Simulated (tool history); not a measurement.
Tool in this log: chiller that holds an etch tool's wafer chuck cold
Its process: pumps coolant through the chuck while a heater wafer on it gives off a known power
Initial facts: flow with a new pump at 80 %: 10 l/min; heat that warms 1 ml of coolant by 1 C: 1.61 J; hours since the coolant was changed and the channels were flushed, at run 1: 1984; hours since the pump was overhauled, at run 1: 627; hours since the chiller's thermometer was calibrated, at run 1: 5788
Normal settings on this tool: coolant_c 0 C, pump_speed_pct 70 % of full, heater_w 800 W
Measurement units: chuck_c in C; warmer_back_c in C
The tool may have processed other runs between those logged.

run	day	coolant_c	pump_speed_pct	heater_w	hours since the coolant was changed and the channels were flushed	hours since the pump was overhauled	hours since the chiller's thermometer was calibrated	chuck_c	warmer_back_c
1	0.000	0	70	800	1984	627	5788	8.03	3.40
2	3.300	0	70	800	2064	707	5867	8.14	3.45
# day 3.604: chiller's thermometer calibrated
3	5.775	0	70	800	2122	765	52	8.76	3.44
4	8.388	0	70	800	2185	828	115	8.82	3.40
5	11.483	0	70	827	2259	902	189	9.06	3.54
6	14.725	0	70	827	2337	980	267	8.91	3.53
7	17.008	1	80	630	2392	1035	322	7.27	2.29
8	19.671	0	70	922	2456	1099	386	10.27	3.94
9	22.108	0	70	922	2514	1157	444	10.13	3.98
10	24.783	0	70	922	2578	1221	508	10.18	4.01
11	26.688	-3	93	621	2624	1267	554	2.51	1.99

Results per run with the tool's hidden condition removed, run-to-run variation unchanged:
Hidden state at play: heat passed by the chuck's channels, % of clean ones'; flow at a given pump speed, % of a new pump's; coolant's true temperature over the reading, C; drift of the gauge itself on chuck_c, C; drift of the gauge itself on warmer_back_c, C.
run	chuck_c
1	8.50
2	8.60
3	8.57
4	8.62
5	8.86
6	8.70
7	7.12
8	10.03
9	9.89
10	9.93
11	2.38
warmer_back_c: differs from the measured result by no more than 0.02 C in any run.
